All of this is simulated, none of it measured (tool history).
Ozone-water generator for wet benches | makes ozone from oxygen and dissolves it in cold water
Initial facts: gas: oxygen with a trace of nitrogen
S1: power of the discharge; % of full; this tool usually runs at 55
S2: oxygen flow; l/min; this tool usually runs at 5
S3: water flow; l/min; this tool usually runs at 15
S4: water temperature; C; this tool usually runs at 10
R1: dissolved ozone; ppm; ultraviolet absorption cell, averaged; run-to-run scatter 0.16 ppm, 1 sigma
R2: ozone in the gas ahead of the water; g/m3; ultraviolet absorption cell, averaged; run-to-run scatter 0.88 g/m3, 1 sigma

{"run": 1, "day": 0.0, "S1": 55, "S2": 5, "S3": 15, "S4": 10, "R1": 20.8, "R2": 145.3}
{"run": 2, "day": 1.208, "S1": 55, "S2": 5, "S3": 15, "S4": 10, "R1": 21, "R2": 144.5}
{"run": 3, "day": 3.154, "S1": 55, "S2": 5, "S3": 15, "S4": 10, "R1": 20.8, "R2": 144.9}
{"run": 4, "day": 4.096, "S1": 91, "S2": 5, "S3": 15, "S4": 10, "R1": 29.3, "R2": 201.5}
{"run": 5, "day": 5.821, "S1": 91, "S2": 4.41, "S3": 15, "S4": 10, "R1": 28.4, "R2": 214.4}
{"run": 6, "day": 7.062, "S1": 55, "S2": 5, "S3": 15, "S4": 10, "R1": 21, "R2": 144.5}
{"run": 7, "day": 8.546, "S1": 55, "S2": 5, "S3": 15, "S4": 10, "R1": 20.9, "R2": 147}
{"run": 8, "day": 10.342, "S1": 52, "S2": 5, "S3": 15, "S4": 10, "R1": 19.9, "R2": 139.1}
{"run": 9, "day": 11.754, "S1": 52, "S2": 5, "S3": 15, "S4": 10, "R1": 20, "R2": 138.8}
{"run": 10, "day": 13.792, "S1": 52, "S2": 5, "S3": 15, "S4": 10, "R1": 20.1, "R2": 137.7}
{"run": 11, "day": 14.796, "S1": 52, "S2": 5, "S3": 15, "S4": 10, "R1": 20.2, "R2": 140.3}
{"run": 12, "day": 16.483, "S1": 55, "S2": 5, "S3": 15, "S4": 10, "R1": 20.6, "R2": 144.1}
{"run": 13, "day": 17.525, "S1": 55, "S2": 5, "S3": 15, "S4": 10, "R1": 20.8, "R2": 143.9}
{"run": 14, "day": 18.983, "S1": 55, "S2": 5, "S3": 15, "S4": 10, "R1": 21, "R2": 143.7}
{"run": 15, "day": 20.875, "S1": 55, "S2": 8.72, "S3": 15, "S4": 11, "R1": 20.6, "R2": 112.8}
{"run": 16, "day": 22.275, "S1": 75, "S2": 8.72, "S3": 15, "S4": 7, "R1": 27.4, "R2": 137.4}
{"run": 17, "day": 24.212, "S1": 57, "S2": 6.2, "S3": 14, "S4": 17, "R1": 20.3, "R2": 132.7}
{"run": 18, "day": 25.208, "S1": 57, "S2": 6.2, "S3": 14, "S4": 17, "R1": 20.1, "R2": 135.4}
{"run": 19, "day": 26.188, "S1": 70, "S2": 5, "S3": 15, "S4": 10, "R1": 24.4, "R2": 168.8}
{"run": 20, "day": 27.662, "S1": 70, "S2": 5, "S3": 15, "S4": 10, "R1": 24.3, "R2": 170.4}
{"run": 21, "day": 28.512, "S1": 70, "S2": 5.96, "S3": 19, "S4": 10, "R1": 20.4, "R2": 158.5}
{"run": 22, "day": 29.517, "S1": 85, "S2": 5.96, "S3": 11, "S4": 10, "R1": 34.7, "R2": 177.4}
{"run": 23, "day": 30.942, "S1": 55, "S2": 5, "S3": 11, "S4": 6, "R1": 27.8, "R2": 144.8}
{"run": 24, "day": 32.871, "S1": 57, "S2": 6.72, "S3": 11, "S4": 6, "R1": 28.8, "R2": 131}
{"run": 25, "day": 34.458, "S1": 76, "S2": 4.37, "S3": 14, "S4": 13, "R1": 25.7, "R2": 189}
{"run": 26, "day": 35.708, "S1": 76, "S2": 4.37, "S3": 14, "S4": 13, "R1": 25.5, "R2": 188.6}

Predict each of these 5 candidate next runs independently; none follows another, all start after run 26:
{"run": "A", "day": 37.117, "S1": 76, "S2": 3.18, "S3": 14, "S4": 13, "R1": "?", "R2": "?"}
{"run": "B", "day": 37.117, "S1": 99, "S2": 7.88, "S3": 14, "S4": 16, "R1": "?", "R2": "?"}
{"run": "C", "day": 37.117, "S1": 55, "S2": 2.56, "S3": 19, "S4": 8, "R1": "?", "R2": "?"}
{"run": "D", "day": 37.117, "S1": 55, "S2": 5, "S3": 15, "S4": 10, "R1": "?", "R2": "?"}
{"run": "E", "day": 37.117, "S1": 42, "S2": 4.72, "S3": 14, "S4": 12, "R1": "?", "R2": "?"}

run=A R1=24.8 R2=219.4
run=B R1=28.8 R2=172.3
run=C R1=14.6 R2=196.3
run=D R1=20.9 R2=145.4
run=E R1=17.7 R2=124
Without the tool's hidden state the same runs would have given:
run=A R1=24.8 R2=219.5
run=B R1=28.8 R2=172.4
run=C R1=14.7 R2=196.3
run=D R1=20.9 R2=145.4
run=E R1=17.7 R2=124.1
